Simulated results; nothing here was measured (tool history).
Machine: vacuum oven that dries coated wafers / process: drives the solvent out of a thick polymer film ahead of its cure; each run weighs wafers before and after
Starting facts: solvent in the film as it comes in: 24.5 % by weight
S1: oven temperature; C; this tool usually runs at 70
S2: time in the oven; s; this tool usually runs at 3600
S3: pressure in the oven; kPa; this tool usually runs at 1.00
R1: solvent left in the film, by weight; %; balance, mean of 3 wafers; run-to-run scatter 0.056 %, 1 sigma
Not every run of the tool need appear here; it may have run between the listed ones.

run,hour,S1,S2,S3,R1
1,0.0,70,3600,1.00,3.29
2,44.6,70,3600,1.00,3.31
3,108.6,70,3600,1.00,3.28
4,149.5,70,3600,2.24,4.82
5,204.2,70,3600,2.24,4.95
6,267.7,70,3600,1.00,3.25
7,321.8,70,3600,1.00,3.33
8,357.0,85,3600,1.00,1.14
9,418.4,85,3600,1.00,1.10
10,467.1,85,5160,0.86,0.80
11,514.0,56,3600,3.40,12.97
12,547.3,81,2700,0.95,2.02
13,593.7,81,4140,0.95,1.30
14,663.2,81,3540,0.68,1.15
15,712.0,81,3540,0.68,1.19
16,768.4,70,3600,1.18,3.54
17,824.2,69,3240,4.00,8.00
18,885.7,70,3840,1.00,3.07

Alternative continuations, all from the tool just after run 18; predict every row:
A,946.2,70,3840,0.66,?
B,946.2,70,3600,3.27,?
C,946.2,70,4800,0.76,?

run,R1
A,2.58
B,6.42
C,1.97
With the hidden condition removed and each run's random variation left untouched, the same runs would have given:
run,R1
A,2.49
B,6.46
C,1.83
